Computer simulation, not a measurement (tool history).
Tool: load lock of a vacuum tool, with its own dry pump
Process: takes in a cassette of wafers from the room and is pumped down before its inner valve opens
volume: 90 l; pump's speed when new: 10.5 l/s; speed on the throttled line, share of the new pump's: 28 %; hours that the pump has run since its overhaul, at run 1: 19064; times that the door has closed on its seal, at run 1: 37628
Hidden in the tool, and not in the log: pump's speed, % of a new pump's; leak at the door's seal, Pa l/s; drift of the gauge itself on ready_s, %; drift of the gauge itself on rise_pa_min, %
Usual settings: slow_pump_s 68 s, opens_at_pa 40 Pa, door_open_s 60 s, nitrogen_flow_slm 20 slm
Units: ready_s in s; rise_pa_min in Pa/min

| run | hour | slow_pump_s | opens_at_pa | door_open_s | nitrogen_flow_slm | hours that the pump has run since its overhaul | times that the door has closed on its seal | incoming humidity of the room's air, % | ready_s | rise_pa_min |
|---|---|---|---|---|---|---|---|---|---|---|
| 1 | 0 | 68 | 40 | 60 | 20 | 19064 | 37628 | 37.2 | 124 | 0.344 |
| 2 | 315.4 | 63 | 40 | 60 | 20 | 19380 | 38482 | 47.4 | 121.4 | 0.367 |
| 3 | 889.2 | 63 | 40 | 60 | 20 | 19953 | 40035 | 45.3 | 119.9 | 0.391 |
|  | 1370.7 | dry pump taken out, an overhauled one fitted |
| 4 | 1523.9 | 68 | 40 | 55 | 20 | 153 | 41738 | 44.7 | 117.3 | 0.409 |
| 5 | 1972.8 | 68 | 40 | 55 | 20 | 602 | 42953 | 45.3 | 118.1 | 0.436 |
| 6 | 2344.3 | 68 | 40 | 55 | 20 | 974 | 43959 | 46.3 | 117.5 | 0.456 |
|  | 2475.3 | door's seal changed, seat wiped |
| 7 | 2924.9 | 68 | 40 | 55 | 20 | 1553 | 1218 | 45.9 | 117.3 | 0.03 |
| 8 | 3225 | 68 | 40 | 106 | 20 | 1853 | 2030 | 44.4 | 117.4 | 0.048 |
| 9 | 3578.8 | 68 | 40 | 106 | 20 | 2207 | 2988 | 44.6 | 118.1 | 0.052 |
| 10 | 4110.3 | 68 | 40 | 60 | 20 | 2738 | 4427 | 44.7 | 117.4 | 0.049 |
| 11 | 4432.5 | 68 | 40 | 60 | 20 | 3060 | 5299 | 47 | 119 | 0.047 |
| 12 | 5001.9 | 36 | 40 | 60 | 20 | 3630 | 6841 | 44.3 | 95.9 | 0.047 |
| 13 | 5381.2 | 44 | 47 | 208 | 20 | 4009 | 7868 | 46.8 | 100.4 | 0.107 |
| 14 | 5644.3 | 44 | 47 | 208 | 20 | 4272 | 8580 | 44.5 | 100.3 | 0.107 |
| 15 | 5941.4 | 35 | 43 | 47 | 20 | 4569 | 9385 | 43.1 | 94.9 | 0.062 |
| 16 | 6384.7 | 35 | 43 | 47 | 20 | 5012 | 10585 | 45.3 | 94 | 0.069 |
| 17 | 6774 | 35 | 44 | 140 | 20 | 5402 | 11639 | 42.5 | 94.3 | 0.102 |
| 18 | 7285.3 | 82 | 49 | 140 | 21 | 5913 | 13023 | 46.5 | 125.4 | 0.113 |
| 19 | 7720.6 | 82 | 49 | 140 | 21 | 6348 | 14202 | 44.5 | 126 | 0.121 |
| 20 | 8362.6 | 67 | 42 | 84 | 23 | 6990 | 15940 | 46.3 | 118.9 | 0.118 |
| 21 | 8811 | 46 | 42 | 84 | 15 | 7439 | 17154 | 44.6 | 103.9 | 0.132 |

5 ways to go on from here, each from the tool as it stands after run 21. What would each give?
| A | 9406.3 | 68 | 36 | 60 | 20 | 8034 | 18766 | 46.3 | ? | ? |
| B | 9406.3 | 66 | 40 | 60 | 4 | 8034 | 18766 | 44.7 | ? | ? |
| C | 9406.3 | 46 | 30 | 84 | 21 | 8034 | 18766 | 44.9 | ? | ? |
| D | 9406.3 | 77 | 42 | 84 | 7 | 8034 | 18766 | 40.7 | ? | ? |
| E | 9406.3 | 82 | 42 | 84 | 15 | 8034 | 18766 | 43.3 | ? | ? |

| run | ready_s | rise_pa_min |
|---|---|---|
| A | 120.1 | 0.134 |
| B | 117.9 | 0.145 |
| C | 106.7 | 0.139 |
| D | 125.5 | 0.15 |
| E | 127.9 | 0.138 |
Without the tool's hidden state the same runs would have given:
| run | ready_s | rise_pa_min |
|---|---|---|
| A | 116.6 | 0.029 |
| B | 114.4 | 0.042 |
| C | 102.6 | 0.035 |
| D | 122.2 | 0.045 |
| E | 124.8 | 0.034 |
